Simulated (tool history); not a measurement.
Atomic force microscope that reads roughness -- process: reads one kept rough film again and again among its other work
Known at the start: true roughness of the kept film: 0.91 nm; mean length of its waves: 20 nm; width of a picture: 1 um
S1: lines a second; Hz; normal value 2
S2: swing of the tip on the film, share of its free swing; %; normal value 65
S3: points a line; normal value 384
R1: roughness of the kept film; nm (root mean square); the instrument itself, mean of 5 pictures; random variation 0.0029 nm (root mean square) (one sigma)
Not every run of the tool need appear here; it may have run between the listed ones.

{"run": 1, "hour": 0.0, "S1": 2, "S2": 65, "S3": 384, "R1": 0.835}
{"run": 2, "hour": 4.4, "S1": 2, "S2": 65, "S3": 384, "R1": 0.832}
{"run": 3, "hour": 8.4, "S1": 2, "S2": 65, "S3": 555, "R1": 0.841}
{"run": 4, "hour": 17.0, "S1": 1.51, "S2": 65, "S3": 384, "R1": 0.833}
{"run": 5, "hour": 25.2, "S1": 2, "S2": 65, "S3": 384, "R1": 0.824}
{"run": 6, "hour": 32.8, "S1": 2, "S2": 65, "S3": 384, "R1": 0.823}
{"run": 7, "hour": 38.9, "S1": 2, "S2": 65, "S3": 384, "R1": 0.823}
{"run": 8, "hour": 47.6, "S1": 2, "S2": 65, "S3": 384, "R1": 0.824}
{"run": 9, "hour": 53.1, "S1": 2, "S2": 65, "S3": 384, "R1": 0.822}
{"run": 10, "hour": 57.5, "S1": 2, "S2": 65, "S3": 384, "R1": 0.825}
{"run": 11, "hour": 62.4, "S1": 2, "S2": 65, "S3": 384, "R1": 0.821}
{"hour": 64.2, "done": "height scale calibrated on a step standard"}
{"run": 12, "hour": 72.5, "S1": 2, "S2": 65, "S3": 384, "R1": 0.822}
{"run": 13, "hour": 79.5, "S1": 2, "S2": 65, "S3": 384, "R1": 0.813}
{"run": 14, "hour": 84.4, "S1": 2, "S2": 65, "S3": 384, "R1": 0.815}
{"run": 15, "hour": 90.4, "S1": 2, "S2": 65, "S3": 384, "R1": 0.818}
{"run": 16, "hour": 96.6, "S1": 2, "S2": 65, "S3": 384, "R1": 0.811}
{"hour": 104.9, "done": "height scale calibrated on a step standard, once more"}
{"run": 17, "hour": 106.0, "S1": 2, "S2": 65, "S3": 384, "R1": 0.811}
{"run": 18, "hour": 112.1, "S1": 2, "S2": 65, "S3": 384, "R1": 0.808}
{"run": 19, "hour": 118.4, "S1": 2, "S2": 65, "S3": 384, "R1": 0.803}
{"run": 20, "hour": 127.1, "S1": 1.06, "S2": 79, "S3": 384, "R1": 0.798}
{"run": 21, "hour": 132.4, "S1": 1.06, "S2": 79, "S3": 384, "R1": 0.798}
{"run": 22, "hour": 141.0, "S1": 2, "S2": 71, "S3": 856, "R1": 0.802}
{"run": 23, "hour": 149.3, "S1": 0.93, "S2": 85, "S3": 316, "R1": 0.785}
{"run": 24, "hour": 154.9, "S1": 0.67, "S2": 85, "S3": 504, "R1": 0.795}
{"run": 25, "hour": 163.5, "S1": 3.45, "S2": 80, "S3": 384, "R1": 0.745}
{"run": 26, "hour": 172.9, "S1": 3.45, "S2": 80, "S3": 384, "R1": 0.739}
{"run": 27, "hour": 178.4, "S1": 3.45, "S2": 82, "S3": 484, "R1": 0.732}
{"run": 28, "hour": 184.8, "S1": 1.67, "S2": 60, "S3": 308, "R1": 0.786}
{"run": 29, "hour": 190.8, "S1": 1.67, "S2": 60, "S3": 842, "R1": 0.8}
{"run": 30, "hour": 199.4, "S1": 1.67, "S2": 82, "S3": 384, "R1": 0.76}
{"run": 31, "hour": 204.3, "S1": 1.67, "S2": 82, "S3": 384, "R1": 0.764}

Table of differences, measured result less the result of that run with no hidden state. Run-to-run variation is the same in both. Gauge scatter possibly is not:
Hidden state present: radius of the tip, nm; height scale over the true one, %; drift of the gauge itself on roughness_nm, %.
run=1 R1=-0.003
run=2 R1=-0.004
run=3 R1=-0.006
run=4 R1=-0.008
run=5 R1=-0.009
run=6 R1=-0.012
run=7 R1=-0.013
run=8 R1=-0.015
run=9 R1=-0.017
run=10 R1=-0.017
run=11 R1=-0.018
run=12 R1=-0.02
run=13 R1=-0.021
run=14 R1=-0.023
run=15 R1=-0.024
run=16 R1=-0.026
run=17 R1=-0.031
run=18 R1=-0.033
run=19 R1=-0.034
run=20 R1=-0.036
run=21 R1=-0.038
run=22 R1=-0.04
run=23 R1=-0.04
run=24 R1=-0.043
run=25 R1=-0.042
run=26 R1=-0.044
run=27 R1=-0.045
run=28 R1=-0.049
run=29 R1=-0.051
run=30 R1=-0.051
run=31 R1=-0.052
